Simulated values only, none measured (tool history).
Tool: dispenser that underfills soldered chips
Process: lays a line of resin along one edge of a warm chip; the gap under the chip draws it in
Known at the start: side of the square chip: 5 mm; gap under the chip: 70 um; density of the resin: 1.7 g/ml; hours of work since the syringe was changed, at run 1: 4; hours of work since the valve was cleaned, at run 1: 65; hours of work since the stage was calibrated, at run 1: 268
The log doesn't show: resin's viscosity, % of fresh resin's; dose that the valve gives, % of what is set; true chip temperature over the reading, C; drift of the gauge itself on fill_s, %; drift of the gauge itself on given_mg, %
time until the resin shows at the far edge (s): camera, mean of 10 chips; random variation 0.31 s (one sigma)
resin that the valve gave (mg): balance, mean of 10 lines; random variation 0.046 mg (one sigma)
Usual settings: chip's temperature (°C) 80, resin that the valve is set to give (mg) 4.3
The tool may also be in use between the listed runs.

run,hour,chip's temperature (°C),resin that the valve is set to give (mg),hours of work since the syringe was changed,hours of work since the valve was cleaned,hours of work since the stage was calibrated,time until the resin shows at the far edge (s),resin that the valve gave (mg)
1,0,80,4.3,4,65,268,9.8,3.97
2,8.7,80,4.3,11,71,274,14.9,4.05
# hour 9.8: new syringe of resin
3,18.3,80,4.3,6,78,281,11.4,4.08
4,22.9,80,4.3,10,82,285,13.6,4.04
# hour 25.3: new syringe of resin
5,28.6,80,4.3,2,86,289,9,4.05
6,32.7,80,4.3,5,89,292,11.1,3.97
7,39.8,86,4.3,11,94,297,12.4,4.06
# hour 40.6: new syringe of resin
8,45.1,86,4.3,3,98,301,7.8,3.91
9,53.7,78,3.98,10,104,307,15.4,3.67
# hour 55.9: new syringe of resin
10,58.7,78,3.98,2,107,310,9.2,3.61
11,65.2,94,4.6,7,112,315,7.2,4.23
12,70.4,78,4.55,11,116,319,15.1,4.17
# hour 71.3: new syringe of resin
# hour 79.9: dispensing valve cleaned and set on the balance
13,81.6,74,4.94,7,1,326,13.1,4.91
# hour 87.6: new syringe of resin
14,88.5,73,4.79,1,6,331,9.5,4.79
15,98.3,73,4.79,8,13,338,14.4,4.74

The same runs without the tool's hidden state, with the same run-to-run variation:
run,time until the resin shows at the far edge (s),resin that the valve gave (mg)
1,7.7,4.19
2,7.9,4.29
3,8.1,4.35
4,7.7,4.32
5,8.1,4.34
6,8.3,4.27
7,6.6,4.37
8,6.6,4.23
9,9,3.99
10,8.5,3.94
11,4.9,4.63
12,8.3,4.57
13,9.1,4.9
14,9.7,4.8
15,9.3,4.78
